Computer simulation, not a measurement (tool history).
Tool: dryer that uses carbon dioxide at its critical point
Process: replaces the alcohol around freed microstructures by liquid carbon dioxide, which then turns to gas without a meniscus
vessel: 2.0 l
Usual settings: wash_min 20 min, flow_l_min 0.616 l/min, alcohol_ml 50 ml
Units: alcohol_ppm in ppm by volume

run	day	wash_min	flow_l_min	alcohol_ml	alcohol_ppm
1	0	20	0.616	50	123
2	0.317	20	0.616	50	136
3	0.696	20	0.616	50	130
4	0.875	20	0.616	50	126
# day 1.1: inlet filter changed
5	1.271	20	0.616	50	73
6	1.629	20	0.616	50	78
7	1.858	20	0.616	50	75
8	2.171	20	0.719	50	44
9	2.371	20	0.719	50	38
10	2.629	20	0.719	50	45
11	2.838	20	0.616	113	152
12	3.038	20	0.616	95	128
13	3.408	20	0.608	50	82
14	3.779	20	0.608	50	84
15	4.1	20	0.608	50	85
16	4.454	20	0.616	91	125
17	4.738	20	0.616	91	124
18	4.954	19	0.616	91	174
19	5.146	19	0.479	50	336
20	5.533	19	0.478	50	357
21	5.812	19	0.478	50	341
22	6.038	27	0.534	45	42
23	6.296	21	0.564	119	218
24	6.65	21	0.44	119	779
25	6.879	22	0.44	119	636
26	7.079	29	0.57	60	32

3 ways to go on from here, each from the tool as it stands after run 26. What would each give?
A	7.392	19	0.616	63	?
B	7.392	16	0.616	88	?
C	7.392	20	0.969	71	?

run	alcohol_ppm
A	124
B	387
C	29
Without the tool's hidden state the same runs would have given:
run	alcohol_ppm
A	94
B	332
C	12
